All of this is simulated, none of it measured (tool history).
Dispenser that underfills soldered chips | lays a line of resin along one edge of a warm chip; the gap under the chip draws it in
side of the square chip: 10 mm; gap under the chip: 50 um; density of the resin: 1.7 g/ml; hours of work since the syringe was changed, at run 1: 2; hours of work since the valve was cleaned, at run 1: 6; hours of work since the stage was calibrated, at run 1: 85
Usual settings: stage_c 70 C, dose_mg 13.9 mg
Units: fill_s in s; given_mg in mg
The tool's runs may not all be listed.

| run | hour | stage_c | dose_mg | hours of work since the syringe was changed | hours of work since the valve was cleaned | hours of work since the stage was calibrated | fill_s | given_mg |
|---|---|---|---|---|---|---|---|---|
| 1 | 0 | 70 | 13.9 | 2 | 6 | 85 | 77.9 | 13.84 |
| 2 | 2.8 | 71 | 13.9 | 4 | 8 | 87 | 85.5 | 13.82 |
| 3 | 7.2 | 70 | 13.9 | 7 | 11 | 90 | 104.4 | 13.81 |
|  | 9.5 | new syringe of resin |
| 4 | 11.2 | 70 | 13.9 | 1 | 14 | 93 | 75.6 | 13.81 |
| 5 | 13.4 | 70 | 13.9 | 3 | 15 | 94 | 82.5 | 13.81 |
| 6 | 16.1 | 70 | 13.9 | 5 | 17 | 96 | 94.6 | 13.79 |
| 7 | 18.8 | 70 | 13.9 | 6 | 19 | 98 | 104.2 | 13.76 |
|  | 22.1 | new syringe of resin |
| 8 | 23.6 | 70 | 13.9 | 1 | 22 | 101 | 75.5 | 13.78 |
| 9 | 26.7 | 70 | 13.9 | 3 | 24 | 103 | 83.9 | 13.73 |
| 10 | 29.8 | 70 | 13.9 | 5 | 27 | 105 | 97.5 | 13.79 |
|  | 34.4 | new syringe of resin |
| 11 | 34.8 | 70 | 13.9 | 0 | 30 | 108 | 72.5 | 13.72 |
| 12 | 37.2 | 70 | 13.9 | 2 | 31 | 110 | 80.1 | 13.73 |
| 13 | 39.9 | 70 | 13.9 | 4 | 33 | 112 | 88.5 | 13.71 |
| 14 | 43.4 | 56 | 12.3 | 6 | 36 | 114 | 225.2 | 12.1 |
|  | 46.9 | new syringe of resin |
| 15 | 47.9 | 58 | 16.7 | 1 | 39 | 117 | 138 | 16.45 |
| 16 | 49.9 | 58 | 16.7 | 2 | 40 | 119 | 151.5 | 16.4 |
| 17 | 53.7 | 77 | 17.8 | 5 | 43 | 121 | 65.3 | 17.52 |
|  | 55.4 | dispensing valve cleaned and set on the balance |
| 18 | 58.3 | 77 | 11.9 | 7 | 2 | 124 | 75.7 | 11.91 |
|  | 60.3 | new syringe of resin |
| 19 | 61.6 | 77 | 11.9 | 1 | 4 | 126 | 54.3 | 11.88 |
| 20 | 66.2 | 64 | 11.8 | 4 | 7 | 129 | 131.2 | 11.81 |
| 21 | 69.3 | 68 | 13.2 | 6 | 9 | 131 | 117.9 | 13.18 |
|  | 72.9 | new syringe of resin |
| 22 | 73.2 | 65 | 13.4 | 0 | 12 | 134 | 97.3 | 13.37 |
| 23 | 77 | 77 | 12.7 | 3 | 15 | 136 | 61.3 | 12.64 |
| 24 | 79.4 | 56 | 16.9 | 5 | 16 | 138 | 202.1 | 16.85 |
| 25 | 83 | 62 | 16.4 | 7 | 19 | 140 | 165.9 | 16.32 |

5 ways to go on from here, each from the tool as it stands after run 25. What would each give?
|  | 85.3 | new syringe of resin |
| A | 86.5 | 81 | 16.4 | 1 | 21 | 143 | ? | ? |
|  | 85.3 | new syringe of resin |
| B | 86.5 | 82 | 13.2 | 1 | 21 | 143 | ? | ? |
|  | 85.3 | new syringe of resin |
| C | 86.5 | 58 | 15.4 | 1 | 21 | 143 | ? | ? |
|  | 85.3 | new syringe of resin |
| D | 86.5 | 70 | 13.2 | 1 | 21 | 143 | ? | ? |
|  | 85.3 | new syringe of resin |
| E | 86.5 | 77 | 12.4 | 1 | 21 | 143 | ? | ? |

| run | fill_s | given_mg |
|---|---|---|
| A | 41.7 | 16.32 |
| B | 40.7 | 13.12 |
| C | 142.9 | 15.35 |
| D | 75 | 13.11 |
| E | 53.8 | 12.33 |
Without the tool's hidden state the same runs would have given:
| run | fill_s | given_mg |
|---|---|---|
| A | 38.3 | 16.4 |
| B | 37.4 | 13.18 |
| C | 130.5 | 15.42 |
| D | 68.6 | 13.17 |
| E | 49.4 | 12.39 |

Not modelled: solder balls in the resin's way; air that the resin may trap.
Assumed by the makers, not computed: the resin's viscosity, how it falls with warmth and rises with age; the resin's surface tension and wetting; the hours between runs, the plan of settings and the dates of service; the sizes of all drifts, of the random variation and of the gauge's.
